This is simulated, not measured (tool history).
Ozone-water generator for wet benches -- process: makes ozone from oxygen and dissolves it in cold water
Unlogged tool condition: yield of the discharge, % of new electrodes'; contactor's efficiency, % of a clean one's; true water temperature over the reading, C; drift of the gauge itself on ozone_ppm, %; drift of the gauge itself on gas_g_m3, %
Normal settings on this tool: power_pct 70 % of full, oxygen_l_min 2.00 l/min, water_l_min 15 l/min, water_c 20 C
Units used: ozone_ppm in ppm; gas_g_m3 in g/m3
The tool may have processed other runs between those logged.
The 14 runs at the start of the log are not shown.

| run | day | power_pct | oxygen_l_min | water_l_min | water_c | hours of work since the electrodes were changed | hours of work since the contactor was cleaned | hours of work since the thermometer was calibrated | ozone_ppm | gas_g_m3 |
|---|---|---|---|---|---|---|---|---|---|---|
| 15 | 58.625 | 70 | 2.00 | 21 | 20 | 5136 | 3908 | 829 | 7.0 | 128.4 |
| 16 | 63.508 | 70 | 2.00 | 21 | 20 | 5232 | 4004 | 924 | 7.3 | 126.9 |
| 17 | 68.529 | 70 | 2.00 | 15 | 27 | 5330 | 4102 | 1023 | 9.0 | 128.4 |
| 18 | 72.133 | 70 | 1.90 | 10 | 22 | 5401 | 4172 | 1093 | 13.0 | 132.0 |
| 19 | 75.312 | 99 | 2.00 | 15 | 12 | 5463 | 4235 | 1155 | 13.6 | 164.2 |
| 20 | 80.596 | 71 | 2.01 | 13 | 16 | 5566 | 4338 | 1259 | 11.6 | 127.4 |
|  | 81.021 | contactor cleaned |
| 21 | 86.312 | 70 | 1.86 | 15 | 20 | 5675 | 104 | 1367 | 9.4 | 131.3 |
| 22 | 91.446 | 41 | 1.86 | 15 | 20 | 5775 | 204 | 1468 | 6.1 | 86.9 |
| 23 | 94.483 | 41 | 1.86 | 15 | 20 | 5835 | 263 | 1527 | 6.3 | 87.6 |
| 24 | 97.462 | 94 | 2.00 | 10 | 20 | 5893 | 322 | 1585 | 16.1 | 156.1 |
| 25 | 102.525 | 94 | 2.00 | 10 | 20 | 5992 | 421 | 1684 | 16.3 | 156.0 |
| 26 | 107.608 | 94 | 2.00 | 10 | 20 | 6091 | 520 | 1784 | 16.1 | 153.7 |
| 27 | 111.429 | 92 | 2.07 | 10 | 23 | 6166 | 595 | 1859 | 15.1 | 149.9 |
|  | 114.521 | contactor cleaned, once more |
| 28 | 116.717 | 42 | 2.00 | 13 | 17 | 6266 | 43 | 1959 | 7.9 | 85.4 |
| 29 | 120.179 | 70 | 1.22 | 15 | 13 | 6334 | 111 | 2027 | 9.6 | 171.0 |
| 30 | 124.446 | 70 | 1.22 | 15 | 12 | 6417 | 194 | 2110 | 9.8 | 167.8 |
| 31 | 129.825 | 72 | 2.39 | 14 | 18 | 6523 | 299 | 2215 | 10.6 | 113.5 |
| 32 | 132.429 | 72 | 2.39 | 14 | 18 | 6574 | 350 | 2266 | 10.8 | 111.9 |

Branching from run 32: 4 alternative next runs. What would each branch give?
| A | 138.133 | 72 | 1.21 | 14 | 22 | 6685 | 462 | 2378 | ? | ? |
| B | 138.133 | 54 | 2.00 | 20 | 21 | 6685 | 462 | 2378 | ? | ? |
| C | 138.133 | 70 | 2.00 | 17 | 20 | 6685 | 462 | 2378 | ? | ? |
| D | 138.133 | 70 | 1.41 | 10 | 13 | 6685 | 462 | 2378 | ? | ? |

| run | ozone_ppm | gas_g_m3 |
|---|---|---|
| A | 9.8 | 175.0 |
| B | 6.1 | 101.0 |
| C | 8.5 | 122.3 |
| D | 14.0 | 153.9 |
Stripped of hidden state, with their random variation kept, the same runs would have yielded:
| run | ozone_ppm | gas_g_m3 |
|---|---|---|
| A | 11.8 | 208.0 |
| B | 7.0 | 115.6 |
| C | 10.2 | 145.0 |
| D | 16.7 | 182.4 |
